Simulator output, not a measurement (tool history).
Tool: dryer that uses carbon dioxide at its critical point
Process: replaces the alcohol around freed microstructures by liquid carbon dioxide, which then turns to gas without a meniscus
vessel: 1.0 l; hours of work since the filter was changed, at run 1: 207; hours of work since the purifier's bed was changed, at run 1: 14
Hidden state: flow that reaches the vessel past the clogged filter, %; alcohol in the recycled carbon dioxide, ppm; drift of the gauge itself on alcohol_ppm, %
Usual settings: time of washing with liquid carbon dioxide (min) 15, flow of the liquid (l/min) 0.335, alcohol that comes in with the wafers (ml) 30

run    day  time of washing with liquid carbon dioxide (min)  flow of the liquid (l/min)  alcohol that comes in with the wafers (ml)  hours of work since the filter was changed  hours of work since the purifier's bed was changed  alcohol left in the vessel before it's heated (ppm by volume)
  1  0.000                                                15                       0.335                                          30                                         207                                                  14                                                           1041
  2  0.417                                                15                       0.335                                          30                                         212                                                  20                                                           1085
  3  0.608                                                15                       0.335                                          30                                         215                                                  23                                                           1092
     0.817  -- inlet filter changed
  4  1.092                                                14                       0.335                                          30                                           4                                                  29                                                            764
  5  1.383                                                14                       0.335                                          30                                           8                                                  33                                                            746
  6  1.742                                                15                       0.335                                          30                                          13                                                  38                                                            600
  7  1.946                                                10                       0.205                                          30                                          16                                                  41                                                           6004
  8  2.158                                                12                       0.228                                          30                                          19                                                  44                                                           3564
  9  2.600                                                12                       0.264                                          60                                          25                                                  50                                                           5044
 10  2.792                                                15                       0.316                                          22                                          27                                                  52                                                            588
 11  3.000                                                10                       0.500                                          30                                          30                                                  55                                                            651
 12  3.375                                                12                       0.500                                          21                                          35                                                  60                                                            227

How the hidden state differs across the entries between the runs, from the last listed run before each to the first after it:
Between runs 3 and 4: inlet filter changed (day 0.817)
  flow that reaches the vessel past the clogged filter, %: 83.8 -> 99.6; alcohol in the recycled carbon dioxide, ppm: 10.1 -> 11.3
  measured less the result without the state, alcohol left in the vessel before it's heated (ppm by volume): +517 -> +18
